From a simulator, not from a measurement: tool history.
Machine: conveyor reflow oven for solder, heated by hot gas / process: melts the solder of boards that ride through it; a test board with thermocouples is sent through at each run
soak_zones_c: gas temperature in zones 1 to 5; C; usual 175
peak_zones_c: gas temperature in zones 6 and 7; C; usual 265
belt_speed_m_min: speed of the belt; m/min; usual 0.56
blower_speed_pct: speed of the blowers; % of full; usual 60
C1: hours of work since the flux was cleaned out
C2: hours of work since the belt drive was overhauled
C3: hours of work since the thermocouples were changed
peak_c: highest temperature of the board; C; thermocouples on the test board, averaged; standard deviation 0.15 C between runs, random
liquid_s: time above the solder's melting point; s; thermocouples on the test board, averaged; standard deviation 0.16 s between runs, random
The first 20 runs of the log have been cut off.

Run 21, hour 713.9: usual settings but soak_zones_c 186 C, peak_zones_c 260 C, blower_speed_pct 78 % of full; C1 210; C2 1099; C3 229. Result: peak_c 247.1 C, liquid_s 66.6 s.
At hour 738.8: flux residue cleaned out of gas plates and filters.
Run 22, hour 767.9: usual settings but soak_zones_c 183 C, peak_zones_c 256 C, belt_speed_m_min 0.493 m/min, blower_speed_pct 83 % of full; C1 15; C2 1124; C3 254. Result: peak_c 247.5 C, liquid_s 77.3 s.
Run 23, hour 807: usual settings but soak_zones_c 183 C, peak_zones_c 256 C, belt_speed_m_min 0.493 m/min, blower_speed_pct 83 % of full; C1 35; C2 1144; C3 274. Result: peak_c 247.1 C, liquid_s 77 s.
Run 24, hour 829.3: usual settings but soak_zones_c 190 C, peak_zones_c 253 C, belt_speed_m_min 0.472 m/min, blower_speed_pct 57 % of full; C1 46; C2 1155; C3 286. Result: peak_c 243.3 C, liquid_s 79.3 s.
Run 25, hour 870: usual settings but soak_zones_c 188 C, peak_zones_c 273 C, blower_speed_pct 77 % of full; C1 67; C2 1176; C3 307. Result: peak_c 259.3 C, liquid_s 76.9 s.
Run 26, hour 890.8: usual settings but soak_zones_c 179 C, belt_speed_m_min 0.566 m/min; C1 78; C2 1187; C3 317. Result: peak_c 247.4 C, liquid_s 62.1 s.
Run 27, hour 935.3: usual settings but soak_zones_c 188 C, blower_speed_pct 78 % of full; C1 101; C2 1210; C3 340. Result: peak_c 252.4 C, liquid_s 72.2 s.
Run 28, hour 958.5: usual settings but soak_zones_c 188 C, blower_speed_pct 78 % of full; C1 112; C2 1222; C3 352. Result: peak_c 251.8 C, liquid_s 71.9 s.
Run 29, hour 1004.8: usual settings but belt_speed_m_min 0.455 m/min; C1 136; C2 1245; C3 376. Result: peak_c 252.6 C, liquid_s 82.9 s.
Run 30, hour 1038.1: usual settings but blower_speed_pct 58 % of full; C1 153; C2 1262; C3 393. Result: peak_c 246.1 C, liquid_s 59.1 s.
Run 31, hour 1081.2: usual settings but soak_zones_c 179 C, peak_zones_c 278 C, belt_speed_m_min 0.463 m/min, blower_speed_pct 59 % of full; C1 175; C2 1284; C3 415. Result: peak_c 263.8 C, liquid_s 91.6 s.

Here are 4 independent what-if runs from the current tool condition. What would each one return?
Run A, hour 1119.1: usual settings but soak_zones_c 173 C, belt_speed_m_min 0.467 m/min; C1 195; C2 1304; C3 434. Result: peak_c ?, liquid_s ?.
Run B, hour 1119.1: usual settings but soak_zones_c 179 C, peak_zones_c 277 C, belt_speed_m_min 0.463 m/min, blower_speed_pct 59 % of full; C1 195; C2 1304; C3 434. Result: peak_c ?, liquid_s ?.
Run C, hour 1119.1: usual settings but peak_zones_c 257 C, belt_speed_m_min 0.51 m/min, blower_speed_pct 81 % of full; C1 195; C2 1304; C3 434. Result: peak_c ?, liquid_s ?.
Run D, hour 1119.1: usual settings but soak_zones_c 179 C, peak_zones_c 256 C, belt_speed_m_min 0.463 m/min; C1 195; C2 1304; C3 434. Result: peak_c ?, liquid_s ?.

run  peak_c  liquid_s
  A     251      78.1
  B   262.7      91.5
  C   244.7      67.1
  D   244.1      75.1
What these runs would have given with no unlogged condition in the tool:
run  peak_c  liquid_s
  A   253.2      78.8
  B     265      91.3
  C     247      68.5
  D   246.2      76.3
